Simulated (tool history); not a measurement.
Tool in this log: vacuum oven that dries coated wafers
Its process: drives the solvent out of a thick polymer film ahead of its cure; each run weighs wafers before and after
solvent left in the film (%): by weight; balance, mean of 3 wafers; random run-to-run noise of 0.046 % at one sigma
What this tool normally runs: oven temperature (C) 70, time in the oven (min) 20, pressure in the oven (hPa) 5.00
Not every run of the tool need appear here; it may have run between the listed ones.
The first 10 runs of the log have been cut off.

run   hour  oven temperature (C)  time in the oven (min)  pressure in the oven (hPa)  hours of work since the thermocouples were calibrated  hours of work since the vacuum gauge was cleaned of residue  solvent left in the film (%)
 11  450.3                    68                      20                        5.00                                                    639                                                          366                          3.93
 12  485.3                    68                      20                        5.00                                                    659                                                          385                          3.75
 13  509.3                    68                      20                        5.00                                                    672                                                          398                          3.96
 14  558.9                    68                      20                        5.00                                                    699                                                          425                          3.82
 15  587.8                    70                      35                        5.00                                                    714                                                          441                          1.24
 16  617.0                    70                      20                        5.00                                                    730                                                          457                          3.25
 17  667.6                    70                      14                        5.00                                                    758                                                          484                          5.01
 18  693.3                    70                      14                        5.00                                                    772                                                          498                          5.02
 19  745.9                    61                      20                        5.00                                                    800                                                          527                          6.08
 20  790.2                    66                      26                        5.70                                                    824                                                          551                          3.17

What does the tool deliver on the next run?
 21  820.7                    75                      22                        8.79                                                    841                                                          567                             ?

Run 21 measured solvent left in the film (%) 1.93.
Without the tool's hidden state the same run would have given solvent left in the film (%) 1.97.

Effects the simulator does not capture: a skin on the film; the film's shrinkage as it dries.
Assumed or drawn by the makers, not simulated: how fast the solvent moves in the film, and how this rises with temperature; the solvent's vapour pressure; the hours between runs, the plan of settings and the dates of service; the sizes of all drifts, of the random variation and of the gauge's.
